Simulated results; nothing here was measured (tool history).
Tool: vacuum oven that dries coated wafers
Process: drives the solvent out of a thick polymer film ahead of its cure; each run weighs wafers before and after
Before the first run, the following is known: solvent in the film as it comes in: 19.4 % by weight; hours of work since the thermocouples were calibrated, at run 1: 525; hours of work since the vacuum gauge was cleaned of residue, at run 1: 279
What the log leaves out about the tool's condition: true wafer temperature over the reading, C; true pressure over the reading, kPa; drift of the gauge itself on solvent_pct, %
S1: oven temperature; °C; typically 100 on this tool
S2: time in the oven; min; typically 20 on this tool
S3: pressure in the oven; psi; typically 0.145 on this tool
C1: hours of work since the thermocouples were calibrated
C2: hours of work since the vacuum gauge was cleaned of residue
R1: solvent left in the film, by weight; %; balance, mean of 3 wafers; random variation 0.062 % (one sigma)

| run | hour | S1 | S2 | S3 | C1 | C2 | R1 |
|---|---|---|---|---|---|---|---|
| 1 | 0 | 100 | 20 | 0.145 | 525 | 279 | 3.97 |
| 2 | 18.7 | 100 | 20 | 0.145 | 533 | 287 | 3.96 |
| 3 | 32.1 | 88 | 20 | 0.145 | 538 | 292 | 8.87 |
| 4 | 46.8 | 88 | 20 | 0.145 | 544 | 298 | 8.83 |
| 5 | 69.4 | 88 | 20 | 0.145 | 553 | 307 | 8.74 |
| 6 | 81.2 | 88 | 20 | 0.145 | 558 | 312 | 8.92 |
| 7 | 104.1 | 88 | 20 | 0.145 | 567 | 321 | 9.01 |
| 8 | 116.6 | 104 | 20 | 0.145 | 572 | 326 | 2.59 |
| 9 | 141.4 | 104 | 20 | 0.145 | 582 | 336 | 2.6 |
| 10 | 165 | 104 | 20 | 0.145 | 592 | 346 | 2.63 |
| 11 | 178.4 | 104 | 20 | 0.145 | 597 | 351 | 2.66 |
| 12 | 195.4 | 104 | 20 | 0.145 | 604 | 358 | 2.51 |
| 13 | 214.4 | 104 | 11 | 0.145 | 612 | 366 | 5.61 |
| 14 | 235.4 | 100 | 20 | 0.145 | 620 | 375 | 3.91 |
| 15 | 249.8 | 100 | 20 | 0.145 | 626 | 380 | 3.99 |
| 16 | 274.2 | 100 | 20 | 0.145 | 636 | 390 | 4.02 |
| 17 | 293.7 | 100 | 20 | 0.145 | 644 | 398 | 4.18 |
| 18 | 316.6 | 87 | 20 | 0.145 | 653 | 407 | 9.28 |
| 19 | 338.9 | 87 | 20 | 0.145 | 662 | 416 | 9.46 |
| 20 | 354.9 | 87 | 20 | 0.145 | 669 | 423 | 9.44 |
| 21 | 377.9 | 87 | 20 | 0.145 | 678 | 432 | 9.28 |
| 22 | 388.2 | 87 | 20 | 0.145 | 682 | 436 | 9.52 |
| 23 | 401.5 | 87 | 20 | 0.145 | 688 | 442 | 9.28 |
| 24 | 423.9 | 87 | 20 | 0.145 | 697 | 451 | 9.62 |
| 25 | 439.8 | 87 | 20 | 0.145 | 703 | 457 | 9.24 |
| 26 | 451.5 | 85 | 16 | 0.131 | 708 | 462 | 10.97 |
| 27 | 472.5 | 92 | 16 | 0.421 | 716 | 471 | 9.08 |
| 28 | 490.6 | 92 | 16 | 0.421 | 724 | 478 | 9.15 |
| 29 | 511.8 | 92 | 16 | 0.421 | 732 | 486 | 9.34 |
| 30 | 535.9 | 106 | 16 | 0.074 | 742 | 496 | 2.91 |
| 31 | 553.4 | 106 | 16 | 0.074 | 749 | 503 | 2.81 |
| 32 | 568.1 | 106 | 16 | 0.074 | 755 | 509 | 2.93 |
| 33 | 589.7 | 94 | 23 | 0.103 | 764 | 518 | 5.6 |
| 34 | 612.3 | 94 | 23 | 0.103 | 773 | 527 | 5.77 |
| 35 | 636.3 | 100 | 20 | 0.154 | 783 | 537 | 4.06 |
| 36 | 652.5 | 104 | 20 | 0.474 | 789 | 543 | 3.29 |
| 37 | 664.6 | 104 | 20 | 0.474 | 794 | 548 | 3.29 |
| 38 | 678 | 104 | 20 | 0.474 | 800 | 554 | 3.3 |
| 39 | 693.8 | 104 | 20 | 0.474 | 806 | 560 | 3.33 |
| 40 | 708.2 | 106 | 20 | 0.145 | 812 | 566 | 2.1 |
| 41 | 726.6 | 115 | 20 | 0.464 | 819 | 573 | 1.11 |
| 42 | 739.5 | 115 | 20 | 0.464 | 824 | 579 | 1.02 |
| 43 | 761.8 | 94 | 26 | 0.145 | 833 | 588 | 5.09 |
| 44 | 781.5 | 88 | 20 | 0.145 | 841 | 596 | 9.05 |
| 45 | 799.3 | 88 | 20 | 0.145 | 849 | 603 | 9.01 |
| 46 | 820.8 | 88 | 20 | 0.35 | 857 | 612 | 9.56 |

What if the next run were any one of these 4? Each begins from the tool's condition after run 46:
| A | 843.7 | 90 | 22 | 0.094 | 867 | 621 | ? |
| B | 843.7 | 114 | 35 | 0.492 | 867 | 621 | ? |
| C | 843.7 | 100 | 20 | 0.57 | 867 | 621 | ? |
| D | 843.7 | 114 | 13 | 0.212 | 867 | 621 | ? |

| run | R1 |
|---|---|
| A | 7.66 |
| B | 0.91 |
| C | 5.06 |
| D | 1.83 |
Stripped of hidden state, with their random variation kept, the same runs would have yielded:
| run | R1 |
|---|---|
| A | 7.41 |
| B | 0.87 |
| C | 4.83 |
| D | 1.7 |
